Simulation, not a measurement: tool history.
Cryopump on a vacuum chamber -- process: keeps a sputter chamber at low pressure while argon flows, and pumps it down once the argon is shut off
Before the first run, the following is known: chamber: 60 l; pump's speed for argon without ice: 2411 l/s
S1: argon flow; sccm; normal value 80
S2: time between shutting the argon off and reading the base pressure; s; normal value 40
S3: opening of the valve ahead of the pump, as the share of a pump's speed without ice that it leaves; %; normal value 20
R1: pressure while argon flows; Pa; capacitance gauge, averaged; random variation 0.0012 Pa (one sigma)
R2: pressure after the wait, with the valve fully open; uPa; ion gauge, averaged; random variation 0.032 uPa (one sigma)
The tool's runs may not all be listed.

{"run": 1, "day": 0.0, "S1": 80, "S2": 40, "S3": 20, "R1": 0.2824, "R2": 2.27}
{"run": 2, "day": 2.608, "S1": 80, "S2": 40, "S3": 21, "R1": 0.2678, "R2": 2.3}
{"run": 3, "day": 4.642, "S1": 80, "S2": 40, "S3": 20, "R1": 0.2827, "R2": 2.28}
{"run": 4, "day": 5.829, "S1": 80, "S2": 40, "S3": 55, "R1": 0.1045, "R2": 2.39}
{"run": 5, "day": 7.825, "S1": 99, "S2": 40, "S3": 20, "R1": 0.3501, "R2": 2.4}
{"run": 6, "day": 10.567, "S1": 99, "S2": 40, "S3": 20, "R1": 0.3492, "R2": 2.36}
{"run": 7, "day": 12.1, "S1": 99, "S2": 40, "S3": 20, "R1": 0.3504, "R2": 2.39}
{"run": 8, "day": 13.283, "S1": 80, "S2": 40, "S3": 20, "R1": 0.2853, "R2": 2.41}
{"run": 9, "day": 14.471, "S1": 80, "S2": 133, "S3": 20, "R1": 0.2841, "R2": 1.38}
{"run": 10, "day": 16.896, "S1": 147, "S2": 40, "S3": 20, "R1": 0.5215, "R2": 2.43}
{"run": 11, "day": 18.829, "S1": 147, "S2": 40, "S3": 20, "R1": 0.521, "R2": 2.47}
{"run": 12, "day": 21.092, "S1": 147, "S2": 40, "S3": 20, "R1": 0.5233, "R2": 2.45}
{"run": 13, "day": 23.483, "S1": 80, "S2": 134, "S3": 20, "R1": 0.2858, "R2": 1.4}
{"run": 14, "day": 24.846, "S1": 80, "S2": 134, "S3": 20, "R1": 0.2875, "R2": 1.45}
{"run": 15, "day": 26.758, "S1": 80, "S2": 134, "S3": 20, "R1": 0.2845, "R2": 1.44}
{"run": 16, "day": 28.304, "S1": 80, "S2": 134, "S3": 20, "R1": 0.2852, "R2": 1.4}
{"run": 17, "day": 30.921, "S1": 80, "S2": 40, "S3": 20, "R1": 0.2864, "R2": 2.5}
{"run": 18, "day": 33.321, "S1": 80, "S2": 40, "S3": 20, "R1": 0.288, "R2": 2.51}
{"run": 19, "day": 35.825, "S1": 80, "S2": 86, "S3": 21, "R1": 0.2764, "R2": 1.74}
{"run": 20, "day": 37.975, "S1": 43, "S2": 86, "S3": 58, "R1": 0.0555, "R2": 1.82}
{"run": 21, "day": 39.979, "S1": 124, "S2": 40, "S3": 20, "R1": 0.4488, "R2": 2.59}
{"run": 22, "day": 42.329, "S1": 124, "S2": 40, "S3": 20, "R1": 0.4517, "R2": 2.63}
{"run": 23, "day": 43.975, "S1": 36, "S2": 31, "S3": 17, "R1": 0.1534, "R2": 3.06}
{"run": 24, "day": 45.712, "S1": 80, "S2": 149, "S3": 39, "R1": 0.1524, "R2": 1.5}
{"run": 25, "day": 47.858, "S1": 69, "S2": 264, "S3": 39, "R1": 0.1316, "R2": 1.36}
{"run": 26, "day": 49.575, "S1": 69, "S2": 264, "S3": 39, "R1": 0.1335, "R2": 1.38}
{"run": 27, "day": 51.783, "S1": 69, "S2": 264, "S3": 39, "R1": 0.1341, "R2": 1.46}
{"run": 28, "day": 53.9, "S1": 47, "S2": 264, "S3": 27, "R1": 0.129, "R2": 1.44}
{"run": 29, "day": 55.838, "S1": 47, "S2": 264, "S3": 27, "R1": 0.129, "R2": 1.47}
{"run": 30, "day": 58.279, "S1": 80, "S2": 25, "S3": 54, "R1": 0.1157, "R2": 3.72}
{"run": 31, "day": 60.496, "S1": 48, "S2": 40, "S3": 20, "R1": 0.1755, "R2": 2.8}
{"day": 61.05, "done": "pump warmed up, emptied and cooled again"}
{"run": 32, "day": 62.238, "S1": 32, "S2": 239, "S3": 16, "R1": 0.1404, "R2": 1.27}
{"run": 33, "day": 63.517, "S1": 32, "S2": 239, "S3": 38, "R1": 0.06, "R2": 1.36}
{"run": 34, "day": 64.771, "S1": 60, "S2": 44, "S3": 19, "R1": 0.224, "R2": 2.43}

Forecast each of these 3 alternatives for the next run:
{"run": "A", "day": 66.412, "S1": 155, "S2": 32, "S3": 20, "R1": "?", "R2": "?"}
{"run": "B", "day": 66.412, "S1": 60, "S2": 44, "S3": 29, "R1": "?", "R2": "?"}
{"run": "C", "day": 66.412, "S1": 80, "S2": 30, "S3": 20, "R1": "?", "R2": "?"}

run=A R1=0.5408 R2=2.94
run=B R1=0.1467 R2=2.47
run=C R1=0.2822 R2=3.01
What these runs would have given with no unlogged condition in the tool:
run=A R1=0.5373 R2=2.00
run=B R1=0.1453 R2=1.53
run=C R1=0.2803 R2=2.09
